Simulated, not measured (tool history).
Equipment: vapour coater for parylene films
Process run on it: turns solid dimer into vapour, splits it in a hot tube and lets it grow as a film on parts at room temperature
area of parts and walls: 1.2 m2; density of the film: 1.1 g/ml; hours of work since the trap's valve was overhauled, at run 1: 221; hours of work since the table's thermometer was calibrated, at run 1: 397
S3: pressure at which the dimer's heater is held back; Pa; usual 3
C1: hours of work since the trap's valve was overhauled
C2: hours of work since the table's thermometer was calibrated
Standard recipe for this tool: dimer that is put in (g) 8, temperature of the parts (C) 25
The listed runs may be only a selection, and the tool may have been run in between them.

{"run": 1, "hour": 0.0, "dimer that is put in (g)": 8, "temperature of the parts (C)": 25, "S3": 3, "C1": 221, "C2": 397, "thickness of the film (µm)": 2.75}
{"run": 2, "hour": 13.1, "dimer that is put in (g)": 8, "temperature of the parts (C)": 25, "S3": 3, "C1": 231, "C2": 406, "thickness of the film (µm)": 2.71}
{"run": 3, "hour": 21.2, "dimer that is put in (g)": 8, "temperature of the parts (C)": 25, "S3": 3, "C1": 237, "C2": 412, "thickness of the film (µm)": 2.68}
{"run": 4, "hour": 37.3, "dimer that is put in (g)": 8, "temperature of the parts (C)": 25, "S3": 3, "C1": 248, "C2": 424, "thickness of the film (µm)": 2.68}
{"run": 5, "hour": 48.4, "dimer that is put in (g)": 8, "temperature of the parts (C)": 25, "S3": 3, "C1": 256, "C2": 432, "thickness of the film (µm)": 2.69}
{"run": 6, "hour": 60.9, "dimer that is put in (g)": 8, "temperature of the parts (C)": 25, "S3": 3, "C1": 265, "C2": 441, "thickness of the film (µm)": 2.68}
{"run": 7, "hour": 68.6, "dimer that is put in (g)": 8, "temperature of the parts (C)": 20, "S3": 4.13, "C1": 270, "C2": 446, "thickness of the film (µm)": 3.26}
{"run": 8, "hour": 84.7, "dimer that is put in (g)": 3, "temperature of the parts (C)": 31, "S3": 6.37, "C1": 282, "C2": 458, "thickness of the film (µm)": 0.78}
{"run": 9, "hour": 96.4, "dimer that is put in (g)": 3, "temperature of the parts (C)": 31, "S3": 6.37, "C1": 290, "C2": 466, "thickness of the film (µm)": 0.74}
{"run": 10, "hour": 107.9, "dimer that is put in (g)": 8, "temperature of the parts (C)": 25, "S3": 4.93, "C1": 299, "C2": 474, "thickness of the film (µm)": 2.59}

Forecast each of these 3 alternatives for the next run:
{"run": "A", "hour": 121.5, "dimer that is put in (g)": 3, "temperature of the parts (C)": 23, "S3": 4.93, "C1": 308, "C2": 484, "thickness of the film (µm)": "?"}
{"run": "B", "hour": 121.5, "dimer that is put in (g)": 12, "temperature of the parts (C)": 34, "S3": 4.93, "C1": 308, "C2": 484, "thickness of the film (µm)": "?"}
{"run": "C", "hour": 121.5, "dimer that is put in (g)": 8, "temperature of the parts (C)": 36, "S3": 2.99, "C1": 308, "C2": 484, "thickness of the film (µm)": "?"}

run=A thickness_of_the_film_(µm)=1.02
run=B thickness_of_the_film_(µm)=2.64
run=C thickness_of_the_film_(µm)=1.63
The same runs, with their run-to-run variation unchanged, on a tool lacking any hidden condition would have given:
run=A thickness_of_the_film_(µm)=1.15
run=B thickness_of_the_film_(µm)=2.97
run=C thickness_of_the_film_(µm)=1.85
